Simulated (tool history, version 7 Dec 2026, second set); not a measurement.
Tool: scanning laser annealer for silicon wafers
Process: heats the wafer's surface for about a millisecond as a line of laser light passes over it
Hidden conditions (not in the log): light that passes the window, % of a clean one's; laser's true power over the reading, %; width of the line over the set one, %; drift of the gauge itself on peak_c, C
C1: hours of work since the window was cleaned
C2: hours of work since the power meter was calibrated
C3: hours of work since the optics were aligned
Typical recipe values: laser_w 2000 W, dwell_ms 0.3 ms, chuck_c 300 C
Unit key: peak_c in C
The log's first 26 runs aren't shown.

Run 27, hour 1824.4: usual settings but chuck_c 329 C; C1 370; C2 2097; C3 541. Result: peak_c 1053 C.
Run 28, hour 1921: usual settings but laser_w 2035 W, dwell_ms 0.236 ms; C1 410; C2 2137; C3 581. Result: peak_c 943 C.
Run 29, hour 1968: usual settings but laser_w 2035 W, dwell_ms 0.236 ms; C1 430; C2 2156; C3 600. Result: peak_c 942 C.
Run 30, hour 2032.7: usual settings but laser_w 2035 W, dwell_ms 0.236 ms; C1 457; C2 2183; C3 627. Result: peak_c 939 C.
Run 31, hour 2093: usual settings but laser_w 2035 W, dwell_ms 0.236 ms; C1 482; C2 2208; C3 652. Result: peak_c 937 C.
Run 32, hour 2171.8: usual settings but laser_w 2035 W, dwell_ms 0.236 ms; C1 515; C2 2241; C3 685. Result: peak_c 941 C.
Run 33, hour 2256: usual settings but dwell_ms 0.218 ms, chuck_c 281 C; C1 549; C2 2276; C3 720. Result: peak_c 880 C.
Run 34, hour 2296.4: usual settings but chuck_c 285 C; C1 566; C2 2293; C3 736. Result: peak_c 996 C.
At hour 2334.1: window over the wafer cleaned.
Run 35, hour 2365.2: usual settings but laser_w 1970 W, dwell_ms 0.248 ms, chuck_c 330 C; C1 13; C2 2321; C3 764. Result: peak_c 991 C.
Run 36, hour 2433.4: usual settings but laser_w 1712 W, dwell_ms 0.279 ms, chuck_c 330 C; C1 41; C2 2349; C3 793. Result: peak_c 937 C.
Run 37, hour 2488.9: usual settings but laser_w 1912 W, dwell_ms 0.351 ms, chuck_c 299 C; C1 64; C2 2372; C3 816. Result: peak_c 1075 C.
Run 38, hour 2568.5: usual settings but laser_w 1912 W, dwell_ms 0.351 ms, chuck_c 299 C; C1 97; C2 2405; C3 849. Result: peak_c 1067 C.

Estimate the outcome of run 39 from the log above:
Run 39, hour 2618.1: usual settings but laser_w 1912 W, dwell_ms 0.257 ms, chuck_c 299 C; C1 118; C2 2425; C3 869. Result: peak_c ?.

peak_c: 945 C
Minus the tool's unlogged condition, the same run would have read peak_c 947 C.
